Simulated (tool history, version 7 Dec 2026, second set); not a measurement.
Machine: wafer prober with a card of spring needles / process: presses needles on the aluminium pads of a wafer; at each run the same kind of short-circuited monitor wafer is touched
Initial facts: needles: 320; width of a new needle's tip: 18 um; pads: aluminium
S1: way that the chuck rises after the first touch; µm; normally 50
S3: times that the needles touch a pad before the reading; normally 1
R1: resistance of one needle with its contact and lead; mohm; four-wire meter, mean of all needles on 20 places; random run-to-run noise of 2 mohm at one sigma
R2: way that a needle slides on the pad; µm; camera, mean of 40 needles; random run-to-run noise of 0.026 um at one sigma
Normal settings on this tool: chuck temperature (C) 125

run 1 hour=0 | S1=50 chuck_temperature_(C)=125 S3=1 | R1=217 R2=11.2
-- hour=1.8 tips cleaned on abrasive film
-- hour=10.7 tips cleaned on abrasive film
-- hour=17.7 tips cleaned on abrasive film
-- hour=25.4 tips cleaned on abrasive film
run 2 hour=25.4 | S1=44 chuck_temperature_(C)=125 S3=1 | R1=226 R2=9.87
-- hour=32.5 tips cleaned on abrasive film
-- hour=41.3 tips cleaned on abrasive film
-- hour=48.4 tips cleaned on abrasive film
-- hour=57.2 tips cleaned on abrasive film
run 3 hour=63.3 | S1=50 chuck_temperature_(C)=125 S3=1 | R1=220 R2=11.25
-- hour=65.2 tips cleaned on abrasive film
-- hour=74 tips cleaned on abrasive film
-- hour=82.8 tips cleaned on abrasive film
-- hour=91.6 tips cleaned on abrasive film
-- hour=100.5 tips cleaned on abrasive film
-- hour=107.5 tips cleaned on abrasive film
-- hour=116.4 tips cleaned on abrasive film
-- hour=118.4 height of the first contact set anew
run 4 hour=120 | S1=42 chuck_temperature_(C)=125 S3=1 | R1=225 R2=9.44
-- hour=125.3 tips cleaned on abrasive film
-- hour=134.2 tips cleaned on abrasive film
-- hour=141.2 tips cleaned on abrasive film
-- hour=150.1 tips cleaned on abrasive film
run 5 hour=155.1 | S1=42 chuck_temperature_(C)=125 S3=1 | R1=224 R2=9.47
-- hour=158.7 tips cleaned on abrasive film
-- hour=167.5 tips cleaned on abrasive film
-- hour=176.4 tips cleaned on abrasive film
-- hour=183.4 tips cleaned on abrasive film
-- hour=192.3 tips cleaned on abrasive film
-- hour=199.3 tips cleaned on abrasive film
-- hour=208.2 tips cleaned on abrasive film
run 6 hour=209.4 | S1=42 chuck_temperature_(C)=125 S3=1 | R1=225 R2=9.45
-- hour=216.5 tips cleaned on abrasive film
-- hour=225.3 tips cleaned on abrasive film
-- hour=234.1 tips cleaned on abrasive film
-- hour=242.9 tips cleaned on abrasive film
run 7 hour=244.9 | S1=42 chuck_temperature_(C)=125 S3=1 | R1=221 R2=9.45
-- hour=250.2 tips cleaned on abrasive film
-- hour=257.3 tips cleaned on abrasive film
-- hour=264.3 tips cleaned on abrasive film
-- hour=273.2 tips cleaned on abrasive film
-- hour=282 tips cleaned on abrasive film
run 8 hour=284.6 | S1=42 chuck_temperature_(C)=125 S3=1 | R1=223 R2=9.46
-- hour=289.9 tips cleaned on abrasive film
-- hour=295.4 height of the first contact set anew
-- hour=299 tips cleaned on abrasive film
-- hour=307.8 tips cleaned on abrasive film
-- hour=314.9 tips cleaned on abrasive film
-- hour=323.7 tips cleaned on abrasive film
-- hour=330.8 tips cleaned on abrasive film
run 9 hour=332.2 | S1=50 chuck_temperature_(C)=34 S3=1 | R1=199 R2=11.25
-- hour=339.3 tips cleaned on abrasive film
-- hour=346.3 tips cleaned on abrasive film
-- hour=355.2 tips cleaned on abrasive film
-- hour=364 tips cleaned on abrasive film
-- hour=372.8 tips cleaned on abrasive film
run 10 hour=373.3 | S1=50 chuck_temperature_(C)=34 S3=1 | R1=196 R2=11.24
-- hour=380.4 tips cleaned on abrasive film
-- hour=387.5 tips cleaned on abrasive film
-- hour=394.6 tips cleaned on abrasive film
-- hour=403.4 tips cleaned on abrasive film
-- hour=412.2 tips cleaned on abrasive film
-- hour=419.3 tips cleaned on abrasive film
run 11 hour=424.2 | S1=50 chuck_temperature_(C)=125 S3=1 | R1=218 R2=11.2
-- hour=427.8 tips cleaned on abrasive film
-- hour=436.6 tips cleaned on abrasive film
-- hour=445.4 tips cleaned on abrasive film
-- hour=452.5 tips cleaned on abrasive film
-- hour=461.3 tips cleaned on abrasive film
run 12 hour=466.2 | S1=50 chuck_temperature_(C)=125 S3=3 | R1=218 R2=11.23
-- hour=469.8 tips cleaned on abrasive film
-- hour=471.8 height of the first contact set anew
-- hour=478.9 tips cleaned on abrasive film
-- hour=487.7 tips cleaned on abrasive film
-- hour=496.6 tips cleaned on abrasive film
run 13 hour=499.7 | S1=50 chuck_temperature_(C)=125 S3=3 | R1=219 R2=11.28
-- hour=505.1 tips cleaned on abrasive film
-- hour=512.2 tips cleaned on abrasive film
-- hour=521 tips cleaned on abrasive film
-- hour=529.8 tips cleaned on abrasive film
-- hour=536.9 tips cleaned on abrasive film
run 14 hour=541.8 | S1=38 chuck_temperature_(C)=32 S3=1 | R1=203 R2=8.59
-- hour=545.4 tips cleaned on abrasive film
-- hour=554.2 tips cleaned on abrasive film
-- hour=563 tips cleaned on abrasive film
-- hour=571.8 tips cleaned on abrasive film
run 15 hour=573.6 | S1=38 chuck_temperature_(C)=32 S3=1 | R1=201 R2=8.55
-- hour=580.6 tips cleaned on abrasive film
-- hour=587.7 tips cleaned on abrasive film
-- hour=596.5 tips cleaned on abrasive film
-- hour=603.6 tips cleaned on abrasive film
-- hour=610.7 tips cleaned on abrasive film
-- hour=619.5 tips cleaned on abrasive film
-- hour=627.6 tips cleaned on abrasive film
run 16 hour=627.6 | S1=32 chuck_temperature_(C)=42 S3=2 | R1=211 R2=7.17
-- hour=634.7 tips cleaned on abrasive film
-- hour=643.5 tips cleaned on abrasive film
-- hour=647.3 height of the first contact set anew
-- hour=652.6 tips cleaned on abrasive film
-- hour=659.7 tips cleaned on abrasive film
run 17 hour=664.6 | S1=54 chuck_temperature_(C)=42 S3=1 | R1=194 R2=12.12
-- hour=668.2 tips cleaned on abrasive film
-- hour=675.3 tips cleaned on abrasive film
-- hour=684.1 tips cleaned on abrasive film
-- hour=691.2 tips cleaned on abrasive film
-- hour=698.2 tips cleaned on abrasive film
-- hour=707.1 tips cleaned on abrasive film
run 18 hour=708 | S1=50 chuck_temperature_(C)=75 S3=3 | R1=212 R2=11.28
-- hour=715 tips cleaned on abrasive film
-- hour=722.1 tips cleaned on abrasive film
-- hour=730.9 tips cleaned on abrasive film
run 19 hour=733.8 | S1=50 chuck_temperature_(C)=119 S3=1 | R1=216 R2=11.26
-- hour=739.1 tips cleaned on abrasive film
-- hour=746.2 tips cleaned on abrasive film
-- hour=753.3 tips cleaned on abrasive film
-- hour=762.1 tips cleaned on abrasive film
run 20 hour=766.9 | S1=56 chuck_temperature_(C)=109 S3=2 | R1=212 R2=12.57
-- hour=770.5 tips cleaned on abrasive film
-- hour=777.5 tips cleaned on abrasive film
-- hour=784.6 tips cleaned on abrasive film
-- hour=793.4 tips cleaned on abrasive film
run 21 hour=799.9 | S1=66 chuck_temperature_(C)=31 S3=2 | R1=192 R2=14.85
-- hour=801.7 tips cleaned on abrasive film
-- hour=810.6 tips cleaned on abrasive film
-- hour=819.4 tips cleaned on abrasive film
-- hour=823.2 height of the first contact set anew
-- hour=826.8 tips cleaned on abrasive film
-- hour=833.8 tips cleaned on abrasive film
-- hour=842.7 tips cleaned on abrasive film
run 22 hour=847.2 | S1=66 chuck_temperature_(C)=31 S3=2 | R1=193 R2=14.82
-- hour=850.8 tips cleaned on abrasive film
-- hour=859.6 tips cleaned on abrasive film
-- hour=868.4 tips cleaned on abrasive film
-- hour=877.2 tips cleaned on abrasive film
-- hour=884.3 tips cleaned on abrasive film
-- hour=893.1 tips cleaned on abrasive film
run 23 hour=895.4 | S1=61 chuck_temperature_(C)=125 S3=1 | R1=218 R2=13.62

For run 24, what comes out?
-- hour=900.7 tips cleaned on abrasive film
-- hour=907.8 tips cleaned on abrasive film
-- hour=916.6 tips cleaned on abrasive film
-- hour=925.4 tips cleaned on abrasive film
-- hour=934.3 tips cleaned on abrasive film
-- hour=943.1 tips cleaned on abrasive film
run 24 hour=948.3 | S1=50 chuck_temperature_(C)=125 S3=2 | R1=? R2=?

Run 24 gave R1 218 mohm, R2 11.28 µm.
Without the tool's hidden state the same run would have given R1 218 mohm, R2 11.28 µm.

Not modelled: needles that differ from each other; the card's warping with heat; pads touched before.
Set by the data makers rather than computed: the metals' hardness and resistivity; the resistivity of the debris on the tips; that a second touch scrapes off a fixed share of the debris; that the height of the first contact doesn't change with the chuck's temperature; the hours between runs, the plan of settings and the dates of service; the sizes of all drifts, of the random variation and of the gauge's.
